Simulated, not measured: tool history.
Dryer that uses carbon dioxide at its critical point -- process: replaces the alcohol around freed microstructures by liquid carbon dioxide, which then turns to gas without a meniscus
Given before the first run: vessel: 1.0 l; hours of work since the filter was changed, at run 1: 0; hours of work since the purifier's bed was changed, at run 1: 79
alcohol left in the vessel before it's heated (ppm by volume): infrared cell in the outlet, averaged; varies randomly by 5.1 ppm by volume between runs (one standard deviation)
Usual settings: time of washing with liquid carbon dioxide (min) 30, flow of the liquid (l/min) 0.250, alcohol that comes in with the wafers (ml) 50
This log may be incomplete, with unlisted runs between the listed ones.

run    hour  time of washing with liquid carbon dioxide (min)  flow of the liquid (l/min)  alcohol that comes in with the wafers (ml)  hours of work since the filter was changed  hours of work since the purifier's bed was changed  alcohol left in the vessel before it's heated (ppm by volume)
  1     0.0                                                30                       0.250                                          50                                           0                                                  79                                                             87
  2    40.3                                                30                       0.250                                          50                                          13                                                  92                                                             82
  3    71.7                                                30                       0.250                                          50                                          23                                                 102                                                            100
  4    93.0                                                30                       0.250                                          50                                          30                                                 109                                                             93
  5   142.3                                                30                       0.250                                          22                                          46                                                 125                                                             54
  6   170.5                                                30                       0.250                                          53                                          55                                                 134                                                            100
  7   197.8                                                30                       0.250                                          50                                          64                                                 143                                                             90
  8   225.8                                                30                       0.250                                          50                                          73                                                 152                                                             99
  9   248.6                                                30                       0.250                                          51                                          80                                                 159                                                            106
 10   286.6                                                30                       0.250                                          50                                          93                                                 172                                                            114
 11   314.8                                                30                       0.250                                          50                                         102                                                 181                                                            102
 12   351.5                                                30                       0.285                                          50                                         114                                                 192                                                             45
 13   390.3                                                30                       0.320                                          50                                         126                                                 205                                                             40
 14   411.5                                                30                       0.250                                          80                                         133                                                 212                                                            156
 15   458.8                                                30                       0.250                                          22                                         148                                                 227                                                             71
 16   482.8                                                30                       0.250                                          22                                         156                                                 235                                                             64
 17   513.0                                                30                       0.250                                          50                                         166                                                 245                                                            122
 18   538.0                                                30                       0.250                                          50                                         174                                                 253                                                            115
 19   559.5                                                30                       0.250                                          50                                         181                                                 260                                                            119
 20   600.1                                                30                       0.316                                          50                                         194                                                 273                                                             38
 21   636.5                                                39                       0.316                                          50                                         206                                                 285                                                             28
 22   663.7                                                28                       0.250                                          32                                         215                                                 293                                                            117
 23   713.5                                                23                       0.250                                          27                                         231                                                 310                                                            247
 24   753.0                                                30                       0.169                                          50                                         243                                                 322                                                            818
 25   794.9                                                30                       0.169                                          50                                         257                                                 336                                                            851
 26   816.0                                                30                       0.265                                          52                                         264                                                 343                                                            117
 27   837.6                                                31                       0.340                                          82                                         271                                                 350                                                             53
 28   883.9                                                31                       0.340                                          82                                         286                                                 365                                                             48
 29   931.4                                                37                       0.250                                          30                                         301                                                 380                                                             56
 30   974.4                                                37                       0.250                                          30                                         315                                                 394                                                             61
 31  1005.2                                                37                       0.250                                          30                                         325                                                 404                                                             56
 32  1052.6                                                33                       0.151                                          39                                         340                                                 419                                                            775
 33  1085.0                                                33                       0.151                                          39                                         351                                                 430                                                            778
 34  1120.1                                                33                       0.151                                          39                                         362                                                 441                                                            813
 35  1158.6                                                33                       0.151                                          39                                         375                                                 453                                                            808
 36  1189.8                                                33                       0.151                                          39                                         385                                                 463                                                            827
 37  1210.5                                                19                       0.272                                          49                                         391                                                 470                                                            735

Forecast run 38:
 38  1233.9                                                20                       0.156                                          71                                         399                                                 478                                                              ?

alcohol left in the vessel before it's heated (ppm by volume): 6108
If the tool had no hidden condition, the same run with the same run-to-run variation would have returned alcohol left in the vessel before it's heated (ppm by volume) 5122.
